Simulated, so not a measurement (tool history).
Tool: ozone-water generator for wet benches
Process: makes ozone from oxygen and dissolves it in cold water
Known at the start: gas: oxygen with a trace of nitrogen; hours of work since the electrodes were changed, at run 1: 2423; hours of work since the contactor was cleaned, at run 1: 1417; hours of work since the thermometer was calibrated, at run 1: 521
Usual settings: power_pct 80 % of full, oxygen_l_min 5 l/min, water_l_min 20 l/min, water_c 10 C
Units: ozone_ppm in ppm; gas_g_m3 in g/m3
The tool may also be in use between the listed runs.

run	hour	power_pct	oxygen_l_min	water_l_min	water_c	hours of work since the electrodes were changed	hours of work since the contactor was cleaned	hours of work since the thermometer was calibrated	ozone_ppm	gas_g_m3
1	0	80	5	20	10	2423	1417	521	30.3	244.9
2	99.6	80	5	20	10	2490	1483	587	30.4	243.6
3	171.7	80	5	20	10	2538	1531	635	30.6	246.3
4	240.7	80	5	20	10	2584	1577	681	30.4	244.9
5	324	80	5	20	10	2639	1632	736	30.2	247.3
6	384	80	5	20	10	2679	1672	776	30.4	244.7
7	469.8	80	5	20	10	2736	1729	833	30.4	245.6
8	564.8	80	5	20	10	2799	1793	897	30.5	244.9
9	635	80	5	20	10	2846	1839	943	30.7	244
10	726.3	49	5	20	10	2907	1900	1004	21.7	176.7
11	779.2	80	5	20	10	2942	1935	1039	30.3	246.4
12	822	80	5	20	10	2971	1964	1068	30.4	245.5
13	879.2	80	5	20	10	3009	2002	1106	30.6	246.5
14	933.6	80	5	20	10	3045	2038	1142	30.4	247.7
15	1000.9	80	5	20	10	3090	2083	1187	30.4	248.3
16	1089.7	80	5	20	15	3149	2142	1246	28.7	249.1
17	1150.6	80	5	20	15	3190	2183	1287	28.7	248.9
18	1203.5	80	5.88	20	5	3225	2218	1322	33.2	229.8
19	1265.7	80	5.88	21	5	3266	2259	1363	31.9	229.7
20	1332.5	40	3.69	16	8	3311	2304	1408	21.4	175.7
21	1427.5	80	7.04	20	14	3374	2367	1471	30	214.7
22	1499.3	80	4.63	16	10	3422	2415	1519	35.3	255.9
23	1570.5	80	7.26	30	10	3469	2462	1566	23.8	214.3
24	1632.5	62	4.59	13	6	3510	2504	1608	35.8	219.1
25	1699.3	50	8.75	14	6	3555	2548	1652	30.8	141.9
26	1766.9	50	8.75	14	6	3600	2593	1697	31.1	140.8
27	1827.9	80	3.43	20	6	3641	2634	1738	28.9	298.6
28	1888.2	80	5.85	15	12	3681	2674	1778	36.5	233.1
29	1956.1	80	5.85	21	5	3726	2719	1823	32	234.7
# hour 2001.3: gauge calibrated
30	2048.7	80	7.27	21	6	3788	2781	1885	32.4	209.1
31	2131.3	43	3.35	20	10	3843	2836	1940	18.1	188.9
32	2183.2	43	3.35	20	10	3877	2870	1974	17.9	190

3 ways to go on from here, each from the tool as it stands after run 32. What would each give?
A	2251.4	95	3.35	20	14	3923	2916	2020	?	?
B	2251.4	80	5	30	10	3923	2916	2020	?	?
C	2251.4	80	6.81	20	13	3923	2916	2020	?	?

run	ozone_ppm	gas_g_m3
A	30.1	330.2
B	22	246.8
C	30.5	215.6
Without the tool's hidden state the same runs would have given:
run	ozone_ppm	gas_g_m3
A	30.2	329.3
B	22.1	246.1
C	30.5	214.9
